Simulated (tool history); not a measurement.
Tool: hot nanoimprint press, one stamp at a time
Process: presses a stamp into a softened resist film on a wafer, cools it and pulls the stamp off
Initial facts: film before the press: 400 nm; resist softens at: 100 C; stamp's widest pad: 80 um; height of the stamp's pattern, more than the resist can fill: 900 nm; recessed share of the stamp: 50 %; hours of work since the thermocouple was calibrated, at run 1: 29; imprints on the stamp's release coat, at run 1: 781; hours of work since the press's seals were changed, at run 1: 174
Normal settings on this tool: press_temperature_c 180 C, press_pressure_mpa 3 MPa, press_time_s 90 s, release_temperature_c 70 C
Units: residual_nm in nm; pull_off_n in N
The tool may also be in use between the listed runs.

| run | hour | press_temperature_c | press_pressure_mpa | press_time_s | release_temperature_c | hours of work since the thermocouple was calibrated | imprints on the stamp's release coat | hours of work since the press's seals were changed | residual_nm | pull_off_n |
|---|---|---|---|---|---|---|---|---|---|---|
| 1 | 0 | 180 | 3 | 90 | 70 | 29 | 781 | 174 | 237.9 | 191 |
| 2 | 17.6 | 180 | 3 | 90 | 70 | 38 | 843 | 184 | 237.9 | 190 |
| 3 | 27.4 | 184 | 3 | 90 | 70 | 44 | 878 | 189 | 211.9 | 185 |
| 4 | 42.5 | 184 | 3 | 148 | 70 | 52 | 931 | 198 | 174.5 | 183 |
| 5 | 53.9 | 184 | 3 | 148 | 70 | 59 | 971 | 204 | 175 | 190 |
| 6 | 67.7 | 184 | 3 | 148 | 70 | 66 | 1020 | 212 | 174.8 | 183 |
| 7 | 82.9 | 184 | 3 | 148 | 70 | 75 | 1074 | 220 | 176.7 | 189 |
| 8 | 91.6 | 184 | 3 | 148 | 70 | 79 | 1104 | 225 | 178.3 | 192 |
| 9 | 109.4 | 184 | 3 | 148 | 70 | 89 | 1167 | 235 | 176.5 | 200 |
| 10 | 117.2 | 180 | 2.94 | 90 | 70 | 94 | 1195 | 239 | 243.8 | 194 |
| 11 | 132.5 | 180 | 3.56 | 90 | 70 | 102 | 1249 | 247 | 224.5 | 186 |
| 12 | 146.8 | 180 | 3 | 90 | 70 | 110 | 1299 | 255 | 237.7 | 202 |
| 13 | 157.1 | 180 | 3 | 90 | 70 | 116 | 1335 | 261 | 242.8 | 199 |
|  | 161.7 | plate thermocouple calibrated |
| 14 | 174 | 180 | 3 | 90 | 70 | 7 | 1384 | 269 | 242.3 | 201 |
|  | 188.4 | stamp cleaned and given a new release coat |
| 15 | 193.1 | 180 | 3 | 63 | 70 | 14 | 17 | 276 | 270.3 | 165 |
| 16 | 207.3 | 180 | 3 | 63 | 70 | 22 | 67 | 284 | 270.2 | 168 |
| 17 | 218.6 | 180 | 3 | 63 | 70 | 28 | 107 | 290 | 269.7 | 172 |
| 18 | 232.9 | 180 | 3 | 71 | 65 | 36 | 157 | 298 | 261 | 182 |
| 19 | 242.7 | 191 | 2.09 | 57 | 76 | 42 | 192 | 303 | 233.9 | 158 |
| 20 | 253.6 | 182 | 2.05 | 90 | 70 | 48 | 230 | 309 | 261 | 173 |
|  | 258.3 | plate thermocouple calibrated, once more |
| 21 | 271.4 | 180 | 3.34 | 76 | 76 | 7 | 282 | 318 | 241.5 | 164 |
| 22 | 288.7 | 180 | 3.13 | 56 | 59 | 17 | 343 | 327 | 269.8 | 200 |
| 23 | 297.9 | 180 | 3.13 | 56 | 59 | 22 | 376 | 332 | 267.2 | 202 |
| 24 | 306.8 | 187 | 3.13 | 45 | 59 | 27 | 407 | 337 | 240.2 | 204 |
| 25 | 323.6 | 180 | 3 | 90 | 68 | 36 | 466 | 347 | 238.1 | 185 |
| 26 | 340.6 | 180 | 3.31 | 82 | 73 | 46 | 526 | 356 | 239.6 | 167 |
| 27 | 356 | 180 | 3 | 55 | 71 | 54 | 581 | 365 | 276.5 | 171 |
| 28 | 364.3 | 173 | 3.84 | 90 | 74 | 59 | 610 | 369 | 267.5 | 174 |
| 29 | 381.5 | 173 | 3.84 | 90 | 74 | 68 | 671 | 379 | 270.7 | 171 |

Consider 4 possible next runs. They are alternatives, not a sequence: every one starts from the tool as it was left by run 29. What does each give?
| A | 390.4 | 180 | 3 | 118 | 70 | 73 | 702 | 384 | ? | ? |
| B | 390.4 | 180 | 3 | 147 | 70 | 73 | 702 | 384 | ? | ? |
| C | 390.4 | 182 | 3.71 | 143 | 70 | 73 | 702 | 384 | ? | ? |
| D | 390.4 | 192 | 3.29 | 126 | 70 | 73 | 702 | 384 | ? | ? |

| run | residual_nm | pull_off_n |
|---|---|---|
| A | 220.6 | 177 |
| B | 204.3 | 185 |
| C | 174.9 | 184 |
| D | 138.7 | 183 |
With the hidden condition removed and each run's random variation left untouched, the same runs would have given:
| run | residual_nm | pull_off_n |
|---|---|---|
| A | 217.1 | 164 |
| B | 200.8 | 170 |
| C | 171.2 | 170 |
| D | 135.9 | 169 |

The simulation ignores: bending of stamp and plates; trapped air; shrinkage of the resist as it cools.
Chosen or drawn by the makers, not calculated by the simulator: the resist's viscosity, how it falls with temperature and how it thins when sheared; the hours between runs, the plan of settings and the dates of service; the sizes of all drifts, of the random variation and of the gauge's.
